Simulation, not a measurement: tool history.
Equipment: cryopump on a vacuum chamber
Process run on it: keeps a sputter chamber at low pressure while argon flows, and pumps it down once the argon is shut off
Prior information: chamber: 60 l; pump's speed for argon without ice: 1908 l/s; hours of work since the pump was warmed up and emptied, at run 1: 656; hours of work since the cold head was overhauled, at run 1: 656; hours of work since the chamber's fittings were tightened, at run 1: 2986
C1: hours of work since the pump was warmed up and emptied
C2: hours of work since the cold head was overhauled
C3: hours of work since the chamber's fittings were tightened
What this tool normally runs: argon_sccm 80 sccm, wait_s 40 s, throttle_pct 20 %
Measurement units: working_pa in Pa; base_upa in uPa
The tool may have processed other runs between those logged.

Run 1, hour 0.0: usual settings; C1 656; C2 656; C3 2986. Result: working_pa 0.3695 Pa, base_upa 3.80 uPa.
Run 2, hour 21.0: usual settings; C1 666; C2 666; C3 2996. Result: working_pa 0.3723 Pa, base_upa 3.75 uPa.
Run 3, hour 46.5: usual settings but throttle_pct 25 %; C1 678; C2 678; C3 3009. Result: working_pa 0.2997 Pa, base_upa 3.81 uPa.
Run 4, hour 78.8: usual settings but argon_sccm 55 sccm; C1 694; C2 694; C3 3024. Result: working_pa 0.2547 Pa, base_upa 3.87 uPa.
Run 5, hour 98.4: usual settings but argon_sccm 55 sccm; C1 703; C2 703; C3 3034. Result: working_pa 0.2548 Pa, base_upa 3.83 uPa.
Run 6, hour 126.6: usual settings but argon_sccm 55 sccm; C1 717; C2 717; C3 3047. Result: working_pa 0.2564 Pa, base_upa 3.82 uPa.
At hour 133.7: leaking fittings of the chamber tightened, without venting.
Run 7, hour 159.3: usual settings but argon_sccm 142 sccm; C1 732; C2 732; C3 12. Result: working_pa 0.6591 Pa, base_upa 2.13 uPa.
Run 8, hour 186.3: usual settings but throttle_pct 39 %; C1 745; C2 745; C3 25. Result: working_pa 0.1991 Pa, base_upa 2.12 uPa.
Run 9, hour 211.0: usual settings but throttle_pct 39 %; C1 757; C2 757; C3 37. Result: working_pa 0.1991 Pa, base_upa 2.13 uPa.
Run 10, hour 241.5: usual settings but throttle_pct 39 %; C1 771; C2 771; C3 52. Result: working_pa 0.1990 Pa, base_upa 2.19 uPa.
Run 11, hour 276.8: usual settings; C1 788; C2 788; C3 69. Result: working_pa 0.3724 Pa, base_upa 2.23 uPa.
Run 12, hour 317.0: usual settings but argon_sccm 141 sccm; C1 808; C2 808; C3 88. Result: working_pa 0.6601 Pa, base_upa 2.23 uPa.
Run 13, hour 349.3: usual settings but argon_sccm 140 sccm, wait_s 97 s; C1 823; C2 823; C3 104. Result: working_pa 0.6521 Pa, base_upa 1.11 uPa.
Run 14, hour 378.8: usual settings but argon_sccm 43 sccm, wait_s 76 s; C1 837; C2 837; C3 118. Result: working_pa 0.1999 Pa, base_upa 1.29 uPa.
Run 15, hour 399.5: usual settings but argon_sccm 43 sccm, wait_s 76 s; C1 847; C2 847; C3 128. Result: working_pa 0.1998 Pa, base_upa 1.33 uPa.
Run 16, hour 422.2: usual settings but argon_sccm 43 sccm, wait_s 76 s; C1 858; C2 858; C3 139. Result: working_pa 0.2006 Pa, base_upa 1.28 uPa.
Run 17, hour 443.0: usual settings but argon_sccm 43 sccm, wait_s 76 s; C1 868; C2 868; C3 149. Result: working_pa 0.2014 Pa, base_upa 1.31 uPa.
Run 18, hour 472.9: usual settings but argon_sccm 70 sccm, wait_s 71 s; C1 883; C2 883; C3 163. Result: working_pa 0.3301 Pa, base_upa 1.42 uPa.
Run 19, hour 498.4: usual settings but argon_sccm 70 sccm, wait_s 71 s; C1 895; C2 895; C3 175. Result: working_pa 0.3306 Pa, base_upa 1.41 uPa.
Run 20, hour 526.6: usual settings but argon_sccm 70 sccm, wait_s 91 s, throttle_pct 29 %; C1 909; C2 909; C3 189. Result: working_pa 0.2341 Pa, base_upa 1.19 uPa.
Run 21, hour 564.7: usual settings but argon_sccm 70 sccm, wait_s 91 s, throttle_pct 32 %; C1 927; C2 927; C3 207. Result: working_pa 0.2128 Pa, base_upa 1.22 uPa.
Run 22, hour 581.3: usual settings but argon_sccm 70 sccm, wait_s 91 s, throttle_pct 32 %; C1 935; C2 935; C3 215. Result: working_pa 0.2132 Pa, base_upa 1.20 uPa.
Run 23, hour 602.9: usual settings but argon_sccm 70 sccm, wait_s 91 s, throttle_pct 32 %; C1 945; C2 945; C3 226. Result: working_pa 0.2143 Pa, base_upa 1.24 uPa.
Run 24, hour 641.9: usual settings but argon_sccm 70 sccm, wait_s 91 s, throttle_pct 52 %; C1 964; C2 964; C3 245. Result: working_pa 0.1393 Pa, base_upa 1.23 uPa.

What differs in the tool's unlogged condition from the final listed run ahead of each entry between runs to the first listed run following it?
Logged between run 6 and run 7: leaking fittings of the chamber tightened, without venting (hour 133.7)
  pump's speed, % of a pump's without ice: 82.1 -> 81.7; cold plate's temperature, K: 12.63 -> 12.64; leak into the chamber, uPa l/s: 3004 -> 364
  difference, measured minus the result without the unlogged condition, working_pa: +0.0114 -> +0.0301 Pa; base_upa: +1.77 -> +0.08 uPa
